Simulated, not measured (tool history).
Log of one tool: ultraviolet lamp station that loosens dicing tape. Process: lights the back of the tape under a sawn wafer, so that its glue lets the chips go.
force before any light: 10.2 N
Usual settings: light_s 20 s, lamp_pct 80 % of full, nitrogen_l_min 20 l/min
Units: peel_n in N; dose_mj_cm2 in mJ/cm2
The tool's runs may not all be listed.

run	hour	light_s	lamp_pct	nitrogen_l_min	peel_n	dose_mj_cm2
1	0	20	80	20	1.173	210
2	52.9	20	80	20	1.252	211
3	99.6	20	80	20	1.226	207
4	168.1	20	80	20	1.339	208
5	233.9	20	80	20	1.349	200
6	296.9	20	80	20	1.42	195
7	330.6	33	80	20	0.531	315
8	362.1	10	80	20	3.682	94
9	432.4	10	80	20	3.011	119
10	478.2	10	80	20	3.177	112
11	526.7	10	80	20	3.166	113
12	595.6	10	80	7	4.758	108
13	654.2	10	80	7	4.87	107
14	726.6	20	80	28	0.976	207
15	758.6	20	80	28	1.007	211
16	818.1	20	80	28	1.042	207
17	856.8	20	80	20	1.338	203
18	903	40	80	20	0.37	406
19	940	40	89	20	0.298	444
20	974.7	40	89	20	0.316	440
21	1026.1	20	80	12	1.97	194
22	1058.4	20	80	12	2.027	190
23	1093.4	20	72	9	2.825	172
24	1124.8	20	72	9	2.846	171
25	1179.1	20	72	9	2.922	172
26	1218.7	34	80	8	1.195	308
27	1262.5	13	63	21	3.771	92
28	1309.8	13	63	21	3.849	90
29	1350.1	12	64	8	5.514	85
30	1410.7	23	63	20	2.087	154
31	1446	12	94	17	3.161	118
32	1498.5	22	90	6	2.616	209
33	1571.6	36	65	12	1.367	237
34	1612.1	36	65	12	1.449	229
35	1653.7	22	86	37	1.066	190
36	1705.1	20	76	14	2.688	148
37	1764	14	90	12	3.021	142
38	1824.1	14	63	23	1.85	163
39	1885.1	13	91	20	1.222	212
40	1950.5	13	80	19	1.592	189
41	1998.2	15	79	19	1.3	210
42	2067.4	15	79	28	1.029	204

Taken out of this log: 3 entries between the listed runs. Where each belongs, and how the hidden state differs across it:
Between runs 8 and 9: window cleaned of glue's vapour (hour 369.7)
  lamp's light, % of a new lamp's: 76.3 -> 75.5; light that the window lets through, % of a clean one's: 81.8 -> 99.2
  measured less the result without the state, peel_n: +1.612 -> +0.954 N; dose_mj_cm2: -57 -> -38 mJ/cm2
Between runs 36 and 37: window cleaned of glue's vapour (hour 1736.2)
  lamp's light, % of a new lamp's: 60.8 -> 60.2; light that the window lets through, % of a clean one's: 82.9 -> 99.1
  measured less the result without the state, peel_n: +1.837 -> +1.624 N; dose_mj_cm2: -144 -> -97 mJ/cm2
Between runs 37 and 38: lamp changed (hour 1824.1)
  lamp's light, % of a new lamp's: 60.2 -> 97.3; light that the window lets through, % of a clean one's: 99.1 -> 98.3
  measured less the result without the state, peel_n: +1.624 -> +0.13 N; dose_mj_cm2: -97 -> -8 mJ/cm2
